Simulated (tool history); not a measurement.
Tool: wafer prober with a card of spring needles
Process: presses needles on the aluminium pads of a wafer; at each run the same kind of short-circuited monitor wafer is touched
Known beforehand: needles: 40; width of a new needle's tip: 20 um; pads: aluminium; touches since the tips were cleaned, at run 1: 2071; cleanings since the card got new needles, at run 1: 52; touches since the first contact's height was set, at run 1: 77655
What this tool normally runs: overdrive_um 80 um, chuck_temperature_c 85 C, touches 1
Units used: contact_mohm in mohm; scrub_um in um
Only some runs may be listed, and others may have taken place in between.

| run | hour | overdrive_um | chuck_temperature_c | touches | touches since the tips were cleaned | cleanings since the card got new needles | touches since the first contact's height was set | contact_mohm | scrub_um |
|---|---|---|---|---|---|---|---|---|---|
| 1 | 0.0 | 80 | 85 | 1 | 2071 | 52 | 77655 | 169 | 21.44 |
|  | 5.2 | tips cleaned on abrasive film |
|  | 18.0 | tips cleaned on abrasive film |
|  | 30.7 | tips cleaned on abrasive film |
| 2 | 40.2 | 80 | 85 | 1 | 3484 | 55 | 92339 | 179 | 21.35 |
|  | 42.8 | tips cleaned on abrasive film |
|  | 55.5 | tips cleaned on abrasive film |
|  | 65.8 | tips cleaned on abrasive film |
|  | 76.0 | tips cleaned on abrasive film |
|  | 88.8 | tips cleaned on abrasive film |
|  | 99.1 | tips cleaned on abrasive film |
| 3 | 99.1 | 80 | 85 | 1 | 0 | 61 | 113799 | 133 | 21.43 |
|  | 111.9 | tips cleaned on abrasive film |
|  | 124.7 | tips cleaned on abrasive film |
| 4 | 128.6 | 80 | 31 | 1 | 1463 | 63 | 124586 | 153 | 21.32 |
|  | 136.3 | tips cleaned on abrasive film |
|  | 146.6 | tips cleaned on abrasive film |
|  | 159.3 | tips cleaned on abrasive film |
|  | 171.4 | tips cleaned on abrasive film |
| 5 | 171.4 | 90 | 31 | 1 | 0 | 67 | 140192 | 124 | 24.05 |
|  | 181.9 | height of the first contact set anew |
|  | 184.5 | tips cleaned on abrasive film |
|  | 194.7 | tips cleaned on abrasive film |
| 6 | 201.3 | 90 | 31 | 1 | 2414 | 69 | 7080 | 158 | 24.45 |
|  | 206.5 | tips cleaned on abrasive film |
|  | 219.2 | tips cleaned on abrasive film |
|  | 232.0 | tips cleaned on abrasive film |
| 7 | 232.4 | 90 | 31 | 1 | 179 | 72 | 18431 | 127 | 24.35 |
|  | 242.7 | tips cleaned on abrasive film |
|  | 255.4 | tips cleaned on abrasive film |
|  | 268.1 | tips cleaned on abrasive film |
| 8 | 275.6 | 90 | 31 | 1 | 2763 | 75 | 34217 | 165 | 24.41 |
|  | 280.8 | tips cleaned on abrasive film |
|  | 293.6 | tips cleaned on abrasive film |
|  | 306.2 | tips cleaned on abrasive film |
|  | 319.0 | tips cleaned on abrasive film |
| 9 | 320.6 | 90 | 31 | 1 | 603 | 79 | 50621 | 137 | 24.30 |
|  | 330.9 | tips cleaned on abrasive film |
|  | 343.6 | tips cleaned on abrasive film |
|  | 356.3 | tips cleaned on abrasive film |
|  | 366.6 | tips cleaned on abrasive film |
| 10 | 374.5 | 90 | 31 | 1 | 2922 | 83 | 70305 | 164 | 24.20 |
|  | 377.2 | tips cleaned on abrasive film |
|  | 389.9 | tips cleaned on abrasive film |
|  | 402.7 | tips cleaned on abrasive film |
|  | 415.3 | tips cleaned on abrasive film |
|  | 426.5 | tips cleaned on abrasive film |
| 11 | 426.5 | 90 | 31 | 1 | 0 | 88 | 89272 | 124 | 24.22 |
|  | 436.8 | tips cleaned on abrasive film |
|  | 449.6 | tips cleaned on abrasive film |
|  | 462.3 | tips cleaned on abrasive film |
|  | 474.9 | tips cleaned on abrasive film |
| 12 | 482.1 | 90 | 31 | 1 | 2657 | 92 | 109584 | 162 | 24.18 |
|  | 487.3 | tips cleaned on abrasive film |
|  | 500.1 | tips cleaned on abrasive film |
|  | 512.9 | tips cleaned on abrasive film |
|  | 525.6 | tips cleaned on abrasive film |
| 13 | 528.1 | 90 | 27 | 1 | 889 | 96 | 126336 | 143 | 24.03 |
|  | 538.1 | tips cleaned on abrasive film |
|  | 550.9 | tips cleaned on abrasive film |
|  | 561.1 | tips cleaned on abrasive film |
|  | 573.9 | tips cleaned on abrasive film |
|  | 576.7 | height of the first contact set anew |
| 14 | 582.0 | 98 | 78 | 1 | 2881 | 100 | 1948 | 161 | 26.64 |
|  | 584.7 | tips cleaned on abrasive film |
|  | 597.4 | tips cleaned on abrasive film |
|  | 607.7 | tips cleaned on abrasive film |
|  | 620.5 | tips cleaned on abrasive film |
|  | 633.2 | tips cleaned on abrasive film |
| 15 | 637.7 | 80 | 30 | 1 | 1640 | 105 | 22253 | 158 | 21.60 |
|  | 645.4 | tips cleaned on abrasive film |
|  | 658.0 | tips cleaned on abrasive film |
|  | 668.2 | tips cleaned on abrasive film |
|  | 681.0 | tips cleaned on abrasive film |
|  | 693.8 | tips cleaned on abrasive film |
| 16 | 694.9 | 70 | 122 | 1 | 419 | 110 | 43120 | 156 | 18.87 |
|  | 705.1 | tips cleaned on abrasive film |
|  | 715.4 | tips cleaned on abrasive film |
|  | 725.6 | tips cleaned on abrasive film |
| 17 | 731.9 | 85 | 85 | 1 | 2322 | 113 | 56639 | 166 | 22.87 |
|  | 737.1 | tips cleaned on abrasive film |
|  | 749.9 | tips cleaned on abrasive film |
|  | 762.6 | tips cleaned on abrasive film |
|  | 775.4 | tips cleaned on abrasive film |
|  | 785.7 | tips cleaned on abrasive film |
| 18 | 786.3 | 87 | 41 | 2 | 233 | 118 | 76462 | 132 | 23.30 |
|  | 796.5 | tips cleaned on abrasive film |
|  | 806.8 | tips cleaned on abrasive film |
| 19 | 815.8 | 61 | 97 | 1 | 3336 | 120 | 87264 | 232 | 16.29 |

Alternative continuations, all from the tool just after run 19; predict every row:
|  | 818.5 | tips cleaned on abrasive film |
|  | 831.3 | tips cleaned on abrasive film |
|  | 844.0 | tips cleaned on abrasive film |
|  | 854.3 | tips cleaned on abrasive film |
|  | 867.1 | tips cleaned on abrasive film |
| A | 868.9 | 63 | 63 | 1 | 658 | 125 | 106585 | ? | ? |
|  | 818.5 | tips cleaned on abrasive film |
|  | 831.3 | tips cleaned on abrasive film |
|  | 844.0 | tips cleaned on abrasive film |
|  | 854.3 | tips cleaned on abrasive film |
|  | 867.1 | tips cleaned on abrasive film |
| B | 868.9 | 85 | 97 | 1 | 658 | 125 | 106585 | ? | ? |
|  | 818.5 | tips cleaned on abrasive film |
|  | 831.3 | tips cleaned on abrasive film |
|  | 844.0 | tips cleaned on abrasive film |
|  | 854.3 | tips cleaned on abrasive film |
|  | 867.1 | tips cleaned on abrasive film |
| C | 868.9 | 89 | 97 | 1 | 658 | 125 | 106585 | ? | ? |
|  | 818.5 | tips cleaned on abrasive film |
|  | 831.3 | tips cleaned on abrasive film |
|  | 844.0 | tips cleaned on abrasive film |
|  | 854.3 | tips cleaned on abrasive film |
|  | 867.1 | tips cleaned on abrasive film |
| D | 868.9 | 80 | 52 | 1 | 658 | 125 | 106585 | ? | ? |
|  | 818.5 | tips cleaned on abrasive film |
|  | 831.3 | tips cleaned on abrasive film |
|  | 844.0 | tips cleaned on abrasive film |
|  | 854.3 | tips cleaned on abrasive film |
|  | 867.1 | tips cleaned on abrasive film |
| E | 868.9 | 61 | 100 | 1 | 658 | 125 | 106585 | ? | ? |

| run | contact_mohm | scrub_um |
|---|---|---|
| A | 164 | 16.70 |
| B | 150 | 22.71 |
| C | 147 | 23.87 |
| D | 146 | 21.44 |
| E | 173 | 16.19 |
Stripped of hidden state, with their random variation kept, the same runs would have yielded:
| run | contact_mohm | scrub_um |
|---|---|---|
| A | 130 | 17.06 |
| B | 131 | 23.08 |
| C | 130 | 24.24 |
| D | 124 | 21.81 |
| E | 138 | 16.56 |

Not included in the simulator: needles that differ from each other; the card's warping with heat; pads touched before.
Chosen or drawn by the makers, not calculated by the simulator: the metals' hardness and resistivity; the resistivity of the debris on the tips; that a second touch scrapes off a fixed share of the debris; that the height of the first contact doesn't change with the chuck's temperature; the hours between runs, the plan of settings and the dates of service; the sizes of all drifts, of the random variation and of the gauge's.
